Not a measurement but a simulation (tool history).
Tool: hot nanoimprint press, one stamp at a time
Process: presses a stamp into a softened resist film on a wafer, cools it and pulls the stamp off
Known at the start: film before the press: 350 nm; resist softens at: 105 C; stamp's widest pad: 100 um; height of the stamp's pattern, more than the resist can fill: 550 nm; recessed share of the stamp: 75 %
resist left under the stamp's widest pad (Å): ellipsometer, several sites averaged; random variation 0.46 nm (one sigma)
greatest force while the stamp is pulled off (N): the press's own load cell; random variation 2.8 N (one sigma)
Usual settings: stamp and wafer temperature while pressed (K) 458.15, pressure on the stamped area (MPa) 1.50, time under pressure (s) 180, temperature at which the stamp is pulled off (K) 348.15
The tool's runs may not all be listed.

run   hour  stamp and wafer temperature while pressed (K)  pressure on the stamped area (MPa)  time under pressure (s)  temperature at which the stamp is pulled off (K)  resist left under the stamp's widest pad (Å)  greatest force while the stamp is pulled off (N)
  1    0.0                                         458.15                                1.50                      180                                            348.15                                          1699                                               211
  2   35.3                                         458.15                                1.50                      180                                            348.15                                          1697                                               220
  3   82.9                                         458.15                                2.02                      180                                            348.15                                          1480                                               225
  4  103.4                                         458.15                                1.50                      180                                            348.15                                          1701                                               221
  5  143.9                                         458.15                                1.50                      180                                            339.15                                          1685                                               247
  6  180.3                                         458.15                                1.50                      180                                            348.15                                          1691                                               228
  7  218.3                                         458.15                                1.50                      180                                            348.15                                          1693                                               228
  8  250.3                                         458.15                                1.50                      180                                            348.15                                          1686                                               229
     270.4  -- plate thermocouple calibrated
  9  290.8                                         458.15                                1.90                      180                                            348.15                                          1507                                               232
 10  319.8                                         458.15                                1.90                      180                                            348.15                                          1503                                               234
 11  367.7                                         458.15                                1.90                      180                                            348.15                                          1499                                               235
 12  407.9                                         458.15                                1.90                      180                                            348.15                                          1492                                               245
 13  431.3                                         458.15                                1.50                      180                                            348.15                                          1653                                               242
 14  478.3                                         458.15                                1.50                      180                                            348.15                                          1655                                               246
     496.2  -- stamp cleaned and given a new release coat
 15  530.0                                         458.15                                1.21                      180                                            348.15                                          1809                                               210
     541.5  -- plate thermocouple calibrated, once more
 16  559.3                                         458.15                                1.50                      235                                            348.15                                          1576                                               213
 17  598.4                                         457.15                                1.50                      180                                            354.15                                          1787                                               213
 18  631.4                                         457.15                                1.50                      222                                            343.15                                          1665                                               222
 19  656.6                                         469.15                                1.50                      180                                            344.15                                          1212                                               233
 20  693.8                                         456.15                                1.84                      105                                            339.15                                          2027                                               244
 21  729.7                                         466.15                                0.99                      236                                            355.15                                          1458                                               209
 22  764.8                                         466.15                                0.99                      236                                            355.15                                          1456                                               208

The next listed run, before its measurement:
 23  797.3                                         466.15                                0.99                      236                                            355.15                                             ?                                                 ?

Run 23 gave resist left under the stamp's widest pad (Å) 1452, greatest force while the stamp is pulled off (N) 214.
Without the tool's hidden state the same run would have given resist left under the stamp's widest pad (Å) 1443, greatest force while the stamp is pulled off (N) 197.
